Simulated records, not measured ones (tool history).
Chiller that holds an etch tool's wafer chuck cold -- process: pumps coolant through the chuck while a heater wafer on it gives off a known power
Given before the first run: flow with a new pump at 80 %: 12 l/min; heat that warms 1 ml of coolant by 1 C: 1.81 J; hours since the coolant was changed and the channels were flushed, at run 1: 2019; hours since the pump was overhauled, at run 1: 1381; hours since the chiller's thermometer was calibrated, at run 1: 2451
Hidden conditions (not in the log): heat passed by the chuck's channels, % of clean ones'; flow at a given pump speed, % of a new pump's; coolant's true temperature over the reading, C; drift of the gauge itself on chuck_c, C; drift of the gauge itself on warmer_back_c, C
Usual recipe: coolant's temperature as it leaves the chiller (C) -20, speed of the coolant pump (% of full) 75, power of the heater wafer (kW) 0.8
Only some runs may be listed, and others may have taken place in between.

run,hour,coolant's temperature as it leaves the chiller (C),speed of the coolant pump (% of full),power of the heater wafer (kW),hours since the coolant was changed and the channels were flushed,hours since the pump was overhauled,hours since the chiller's thermometer was calibrated,chuck's temperature once it has settled (C),how much warmer the coolant comes back (C)
1,0,-20,75,0.8,2019,1381,2451,-13.7,2.36
2,45.7,-20,75,0.8,2065,1427,2497,-13.5,2.41
3,91.9,-20,75,0.8,2111,1473,2543,-13.5,2.36
4,112.8,-20,75,0.8,2132,1494,2564,-13.7,2.39
5,155.1,-20,75,0.8,2174,1536,2606,-13.4,2.38
6,179.6,-20,75,0.8,2199,1560,2631,-13.7,2.4
7,199.4,-20,75,0.647,2218,1580,2651,-14.8,1.99
8,222.9,-20,75,0.416,2242,1604,2674,-16.7,1.23
9,249,-20,75,0.8,2268,1630,2700,-13.6,2.44
10,291.6,-20,75,0.8,2311,1672,2743,-13.4,2.39
11,321.2,-20,75,0.866,2340,1702,2772,-13,2.58
12,343.2,-20,75,0.8,2362,1724,2794,-13.5,2.42
13,368.8,-19,85,0.413,2388,1750,2820,-16.1,1.07
14,395.5,-16,74,1.071,2415,1776,2847,-7.2,3.24
15,435.9,-11,78,0.631,2455,1817,2887,-6.1,1.81
16,475.5,-20,76,0.8,2495,1856,2927,-13.8,2.32
17,503,-10,76,0.425,2522,1884,2954,-6.6,1.27
18,549.3,-16,91,0.425,2568,1930,3001,-13.4,1.04
19,570.8,-24,86,0.856,2590,1952,3022,-18,2.15
20,595.7,-26,75,0.8,2615,1977,3047,-19.5,2.29
21,618.3,-26,69,0.637,2637,1999,3070,-20.4,2.07
22,648,-26,69,0.78,2667,2029,3099,-19.2,2.51
23,679.3,-25,69,0.78,2698,2060,3131,-18.3,2.6
24,723.4,-20,96,0.676,2742,2104,3175,-15.9,1.51

4 ways to go on from here, each from the tool as it stands after run 24. What would each give?
A,753.2,-19,64,0.692,2772,2134,3204,?,?
B,753.2,-24,98,0.907,2772,2134,3204,?,?
C,753.2,-11,83,1.186,2772,2134,3204,?,?
D,753.2,-20,75,0.711,2772,2134,3204,?,?

run,chuck's temperature once it has settled (C),how much warmer the coolant comes back (C)
A,-12.5,2.38
B,-18.5,2.02
C,-2.3,3.07
D,-14.4,2.13
Stripped of hidden state, with their random variation kept, the same runs would have yielded:
run,chuck's temperature once it has settled (C),how much warmer the coolant comes back (C)
A,-12.5,2.38
B,-18.5,2.02
C,-2.3,3.07
D,-14.4,2.13
